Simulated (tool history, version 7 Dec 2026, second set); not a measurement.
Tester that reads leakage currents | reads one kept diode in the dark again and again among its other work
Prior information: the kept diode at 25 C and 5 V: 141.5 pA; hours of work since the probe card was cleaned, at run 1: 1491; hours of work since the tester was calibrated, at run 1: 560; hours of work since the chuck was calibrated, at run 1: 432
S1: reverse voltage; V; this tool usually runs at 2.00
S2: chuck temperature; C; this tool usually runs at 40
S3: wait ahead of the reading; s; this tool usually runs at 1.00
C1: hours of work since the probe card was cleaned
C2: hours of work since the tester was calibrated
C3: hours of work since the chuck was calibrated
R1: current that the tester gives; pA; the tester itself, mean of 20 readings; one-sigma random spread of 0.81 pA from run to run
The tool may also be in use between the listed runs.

{"run": 1, "hour": 0.0, "S1": 2.0, "S2": 40, "S3": 1.0, "C1": 1491, "C2": 560, "C3": 432, "R1": 296.67}
{"run": 2, "hour": 26.6, "S1": 2.0, "S2": 40, "S3": 1.0, "C1": 1506, "C2": 574, "C3": 446, "R1": 298.2}
{"run": 3, "hour": 64.0, "S1": 2.0, "S2": 40, "S3": 7.48, "C1": 1526, "C2": 594, "C3": 466, "R1": 299.44}
{"run": 4, "hour": 85.8, "S1": 2.0, "S2": 40, "S3": 7.48, "C1": 1538, "C2": 606, "C3": 478, "R1": 300.26}
{"run": 5, "hour": 116.5, "S1": 2.0, "S2": 40, "S3": 7.48, "C1": 1554, "C2": 622, "C3": 495, "R1": 301.34}
{"run": 6, "hour": 154.1, "S1": 2.0, "S2": 31, "S3": 7.48, "C1": 1574, "C2": 642, "C3": 515, "R1": 167.61}
{"run": 7, "hour": 186.0, "S1": 2.0, "S2": 31, "S3": 7.48, "C1": 1591, "C2": 660, "C3": 532, "R1": 168.4}
{"run": 8, "hour": 217.2, "S1": 2.0, "S2": 31, "S3": 7.48, "C1": 1608, "C2": 676, "C3": 549, "R1": 169.32}
{"run": 9, "hour": 251.2, "S1": 2.0, "S2": 31, "S3": 7.48, "C1": 1627, "C2": 695, "C3": 567, "R1": 170.13}
{"run": 10, "hour": 279.8, "S1": 2.0, "S2": 31, "S3": 7.48, "C1": 1642, "C2": 710, "C3": 582, "R1": 170.11}
{"hour": 284.0, "done": "chuck's temperature calibrated"}
{"run": 11, "hour": 299.6, "S1": 2.0, "S2": 31, "S3": 7.48, "C1": 1652, "C2": 720, "C3": 8, "R1": 179.48}
{"run": 12, "hour": 322.2, "S1": 2.0, "S2": 31, "S3": 7.48, "C1": 1664, "C2": 732, "C3": 21, "R1": 180.3}
{"run": 13, "hour": 347.1, "S1": 2.0, "S2": 40, "S3": 1.0, "C1": 1677, "C2": 745, "C3": 34, "R1": 327.07}
{"run": 14, "hour": 369.4, "S1": 2.0, "S2": 45, "S3": 1.0, "C1": 1689, "C2": 757, "C3": 46, "R1": 449.69}
{"run": 15, "hour": 405.0, "S1": 2.0, "S2": 56, "S3": 1.0, "C1": 1708, "C2": 776, "C3": 65, "R1": 874.64}
{"run": 16, "hour": 442.4, "S1": 2.0, "S2": 56, "S3": 1.0, "C1": 1728, "C2": 796, "C3": 85, "R1": 880.38}
{"run": 17, "hour": 466.7, "S1": 2.0, "S2": 56, "S3": 1.0, "C1": 1741, "C2": 810, "C3": 98, "R1": 880.59}
{"hour": 486.8, "done": "chuck's temperature calibrated, once more"}
{"run": 18, "hour": 486.8, "S1": 15.8, "S2": 56, "S3": 1.0, "C1": 1751, "C2": 819, "C3": 0, "R1": 1820.82}
{"run": 19, "hour": 503.9, "S1": 15.8, "S2": 56, "S3": 1.0, "C1": 1760, "C2": 828, "C3": 9, "R1": 1816.71}
{"run": 20, "hour": 526.2, "S1": 15.8, "S2": 56, "S3": 1.0, "C1": 1772, "C2": 840, "C3": 21, "R1": 1839.07}
{"run": 21, "hour": 562.4, "S1": 15.8, "S2": 56, "S3": 1.0, "C1": 1792, "C2": 860, "C3": 41, "R1": 1839.57}
{"run": 22, "hour": 598.8, "S1": 15.8, "S2": 56, "S3": 1.0, "C1": 1811, "C2": 880, "C3": 60, "R1": 1851.16}
{"run": 23, "hour": 627.5, "S1": 13.72, "S2": 55, "S3": 1.0, "C1": 1827, "C2": 895, "C3": 76, "R1": 1640.09}
{"run": 24, "hour": 654.9, "S1": 13.72, "S2": 55, "S3": 1.0, "C1": 1842, "C2": 910, "C3": 90, "R1": 1651.03}
{"run": 25, "hour": 683.6, "S1": 13.72, "S2": 55, "S3": 1.0, "C1": 1857, "C2": 925, "C3": 106, "R1": 1648.99}
{"run": 26, "hour": 710.5, "S1": 13.72, "S2": 55, "S3": 1.0, "C1": 1871, "C2": 940, "C3": 120, "R1": 1657.61}
{"run": 27, "hour": 730.0, "S1": 13.72, "S2": 55, "S3": 1.0, "C1": 1882, "C2": 950, "C3": 131, "R1": 1675.89}
{"run": 28, "hour": 760.9, "S1": 8.04, "S2": 40, "S3": 1.0, "C1": 1899, "C2": 967, "C3": 147, "R1": 525.08}
{"run": 29, "hour": 798.7, "S1": 5.39, "S2": 59, "S3": 1.09, "C1": 1919, "C2": 987, "C3": 168, "R1": 1397.44}
{"run": 30, "hour": 817.8, "S1": 5.39, "S2": 59, "S3": 1.09, "C1": 1929, "C2": 997, "C3": 178, "R1": 1400.46}
{"run": 31, "hour": 854.4, "S1": 2.76, "S2": 59, "S3": 4.79, "C1": 1949, "C2": 1017, "C3": 198, "R1": 1054.81}
{"run": 32, "hour": 883.0, "S1": 1.56, "S2": 40, "S3": 0.65, "C1": 1964, "C2": 1032, "C3": 213, "R1": 256.06}
{"run": 33, "hour": 903.2, "S1": 2.27, "S2": 58, "S3": 1.0, "C1": 1975, "C2": 1043, "C3": 224, "R1": 917.04}
{"run": 34, "hour": 920.0, "S1": 2.27, "S2": 58, "S3": 1.0, "C1": 1984, "C2": 1052, "C3": 233, "R1": 918.55}
{"run": 35, "hour": 938.3, "S1": 9.89, "S2": 40, "S3": 1.29, "C1": 1994, "C2": 1062, "C3": 243, "R1": 588.82}
{"run": 36, "hour": 969.5, "S1": 9.89, "S2": 40, "S3": 1.29, "C1": 2011, "C2": 1079, "C3": 260, "R1": 594.41}
{"run": 37, "hour": 997.6, "S1": 14.9, "S2": 40, "S3": 4.97, "C1": 2026, "C2": 1094, "C3": 275, "R1": 715.08}
{"run": 38, "hour": 1020.5, "S1": 5.43, "S2": 40, "S3": 6.09, "C1": 2038, "C2": 1106, "C3": 287, "R1": 453.81}
{"run": 39, "hour": 1041.0, "S1": 5.43, "S2": 40, "S3": 6.09, "C1": 2049, "C2": 1117, "C3": 298, "R1": 455.2}

Describe how what the log doesn't record of the tool's condition differs between the last listed run preceding each entry between runs and the first listed run following it.
In the gap between runs 10 and 11: chuck's temperature calibrated (hour 284.0)
  stray current of the dirty probe card, pA a volt: 1.98 -> 1.99; true chuck temperature over the reading, C: 1.82 -> 2.65
  measured result minus the result with no hidden state, R1: +24.22 -> +33.98 pA
In the gap between runs 17 and 18: chuck's temperature calibrated, once more (hour 486.8)
  stray current of the dirty probe card, pA a volt: 2.092 -> 2.104; current scale over the true one, %: 0.45 -> 0.46; true chuck temperature over the reading, C: 2.96 -> -0.11
  measured result minus the result with no hidden state, R1: +148.06 -> +29.12 pA

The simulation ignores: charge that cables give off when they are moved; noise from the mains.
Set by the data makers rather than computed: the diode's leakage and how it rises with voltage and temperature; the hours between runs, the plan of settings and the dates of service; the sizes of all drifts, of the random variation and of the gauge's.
